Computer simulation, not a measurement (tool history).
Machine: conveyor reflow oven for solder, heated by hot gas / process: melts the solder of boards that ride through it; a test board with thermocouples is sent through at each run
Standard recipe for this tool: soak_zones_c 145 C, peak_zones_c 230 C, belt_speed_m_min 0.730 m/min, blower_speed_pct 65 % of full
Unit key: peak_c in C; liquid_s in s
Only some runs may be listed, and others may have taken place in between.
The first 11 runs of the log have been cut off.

{"run": 12, "hour": 719.9, "soak_zones_c": 145, "peak_zones_c": 230, "belt_speed_m_min": 0.701, "blower_speed_pct": 65, "peak_c": 213.7, "liquid_s": 38.1}
{"hour": 733.4, "done": "flux residue cleaned out of gas plates and filters"}
{"run": 13, "hour": 800.2, "soak_zones_c": 145, "peak_zones_c": 227, "belt_speed_m_min": 0.701, "blower_speed_pct": 65, "peak_c": 211.7, "liquid_s": 36.8}
{"run": 14, "hour": 854.5, "soak_zones_c": 145, "peak_zones_c": 230, "belt_speed_m_min": 0.73, "blower_speed_pct": 65, "peak_c": 212.5, "liquid_s": 36.3}
{"run": 15, "hour": 900.3, "soak_zones_c": 145, "peak_zones_c": 230, "belt_speed_m_min": 0.73, "blower_speed_pct": 65, "peak_c": 213.3, "liquid_s": 36.0}
{"hour": 933.3, "done": "belt drive overhauled, speed set with a stopwatch"}
{"run": 16, "hour": 944.8, "soak_zones_c": 145, "peak_zones_c": 233, "belt_speed_m_min": 0.73, "blower_speed_pct": 65, "peak_c": 214.8, "liquid_s": 36.9}
{"run": 17, "hour": 1009.8, "soak_zones_c": 145, "peak_zones_c": 233, "belt_speed_m_min": 0.73, "blower_speed_pct": 65, "peak_c": 215.4, "liquid_s": 37.0}
{"hour": 1071.7, "done": "thermocouples of zones 6 and 7 changed"}
{"run": 18, "hour": 1097.5, "soak_zones_c": 145, "peak_zones_c": 233, "belt_speed_m_min": 0.73, "blower_speed_pct": 65, "peak_c": 215.0, "liquid_s": 37.1}
{"run": 19, "hour": 1154.7, "soak_zones_c": 145, "peak_zones_c": 233, "belt_speed_m_min": 0.73, "blower_speed_pct": 65, "peak_c": 214.5, "liquid_s": 37.6}
{"run": 20, "hour": 1224.2, "soak_zones_c": 145, "peak_zones_c": 218, "belt_speed_m_min": 0.73, "blower_speed_pct": 65, "peak_c": 202.2, "liquid_s": 28.6}
{"run": 21, "hour": 1262.9, "soak_zones_c": 145, "peak_zones_c": 218, "belt_speed_m_min": 0.73, "blower_speed_pct": 65, "peak_c": 202.4, "liquid_s": 29.2}
{"hour": 1316.6, "done": "flux residue cleaned out of gas plates and filters"}
{"run": 22, "hour": 1324.8, "soak_zones_c": 145, "peak_zones_c": 218, "belt_speed_m_min": 0.873, "blower_speed_pct": 65, "peak_c": 196.7, "liquid_s": 18.5}
{"run": 23, "hour": 1412.8, "soak_zones_c": 145, "peak_zones_c": 218, "belt_speed_m_min": 0.873, "blower_speed_pct": 65, "peak_c": 197.1, "liquid_s": 18.8}
{"run": 24, "hour": 1491.5, "soak_zones_c": 145, "peak_zones_c": 219, "belt_speed_m_min": 0.73, "blower_speed_pct": 81, "peak_c": 207.0, "liquid_s": 33.8}
{"run": 25, "hour": 1577.2, "soak_zones_c": 145, "peak_zones_c": 228, "belt_speed_m_min": 0.805, "blower_speed_pct": 81, "peak_c": 212.1, "liquid_s": 32.6}
{"run": 26, "hour": 1615.8, "soak_zones_c": 160, "peak_zones_c": 230, "belt_speed_m_min": 0.78, "blower_speed_pct": 65, "peak_c": 214.0, "liquid_s": 38.6}
{"run": 27, "hour": 1700.7, "soak_zones_c": 134, "peak_zones_c": 230, "belt_speed_m_min": 0.828, "blower_speed_pct": 65, "peak_c": 205.4, "liquid_s": 24.9}

What will run 28 give?
{"run": 28, "hour": 1752.0, "soak_zones_c": 136, "peak_zones_c": 229, "belt_speed_m_min": 0.73, "blower_speed_pct": 82, "peak_c": "?", "liquid_s": "?"}

For run 28 the tool returned peak_c 214.4 C, liquid_s 35.8 s.
Had the tool carried no hidden state, the very same run would have given peak_c 214.3 C, liquid_s 35.7 s.
